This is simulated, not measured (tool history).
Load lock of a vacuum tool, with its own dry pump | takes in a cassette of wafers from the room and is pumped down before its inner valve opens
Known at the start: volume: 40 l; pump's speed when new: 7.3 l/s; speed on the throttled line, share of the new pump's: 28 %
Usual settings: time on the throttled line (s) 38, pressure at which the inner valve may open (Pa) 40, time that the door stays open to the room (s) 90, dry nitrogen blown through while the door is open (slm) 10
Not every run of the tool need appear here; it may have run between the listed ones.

| run | hour | time on the throttled line (s) | pressure at which the inner valve may open (Pa) | time that the door stays open to the room (s) | dry nitrogen blown through while the door is open (slm) | incoming humidity of the room's air, % | time from the closed door until the inner valve may open (s) | rise of the pressure with all valves shut (Pa/min) |
|---|---|---|---|---|---|---|---|---|
| 1 | 0.0 | 38 | 40 | 90 | 10 | 43.8 | 74.5 | 0.034 |
| 2 | 103.5 | 38 | 40 | 90 | 10 | 45.9 | 74.0 | 0.043 |
| 3 | 169.2 | 38 | 40 | 90 | 10 | 48.5 | 73.9 | 0.039 |
| 4 | 237.6 | 38 | 40 | 90 | 10 | 47.3 | 74.5 | 0.049 |
| 5 | 350.5 | 38 | 40 | 90 | 10 | 49.1 | 74.2 | 0.039 |
| 6 | 433.7 | 38 | 40 | 90 | 10 | 44.6 | 74.4 | 0.036 |
| 7 | 495.6 | 47 | 56 | 84 | 29 | 43.4 | 78.9 | 0.029 |
| 8 | 570.8 | 47 | 56 | 84 | 29 | 45.0 | 79.2 | 0.028 |
| 9 | 667.4 | 47 | 56 | 84 | 29 | 45.2 | 79.0 | 0.027 |
| 10 | 786.1 | 47 | 56 | 84 | 29 | 46.7 | 79.1 | 0.034 |
| 11 | 885.8 | 47 | 56 | 84 | 29 | 46.4 | 78.5 | 0.028 |
| 12 | 956.7 | 35 | 40 | 90 | 10 | 44.9 | 72.7 | 0.044 |

Branching from run 12: 5 alternative next runs. What would each branch give?
| A | 1055.9 | 34 | 40 | 34 | 11 | 45.5 | ? | ? |
| B | 1055.9 | 38 | 40 | 90 | 23 | 43.6 | ? | ? |
| C | 1055.9 | 64 | 40 | 90 | 5 | 45.0 | ? | ? |
| D | 1055.9 | 28 | 71 | 28 | 10 | 48.2 | ? | ? |
| E | 1055.9 | 38 | 40 | 238 | 10 | 46.1 | ? | ? |

| run | time from the closed door until the inner valve may open (s) | rise of the pressure with all valves shut (Pa/min) |
|---|---|---|
| A | 72.1 | 0.030 |
| B | 74.4 | 0.037 |
| C | 92.1 | 0.047 |
| D | 64.3 | 0.036 |
| E | 74.6 | 0.063 |
Without the tool's hidden state the same runs would have given:
| run | time from the closed door until the inner valve may open (s) | rise of the pressure with all valves shut (Pa/min) |
|---|---|---|
| A | 67.8 | 0.019 |
| B | 70.3 | 0.026 |
| C | 88.9 | 0.036 |
| D | 60.2 | 0.024 |
| E | 70.5 | 0.051 |

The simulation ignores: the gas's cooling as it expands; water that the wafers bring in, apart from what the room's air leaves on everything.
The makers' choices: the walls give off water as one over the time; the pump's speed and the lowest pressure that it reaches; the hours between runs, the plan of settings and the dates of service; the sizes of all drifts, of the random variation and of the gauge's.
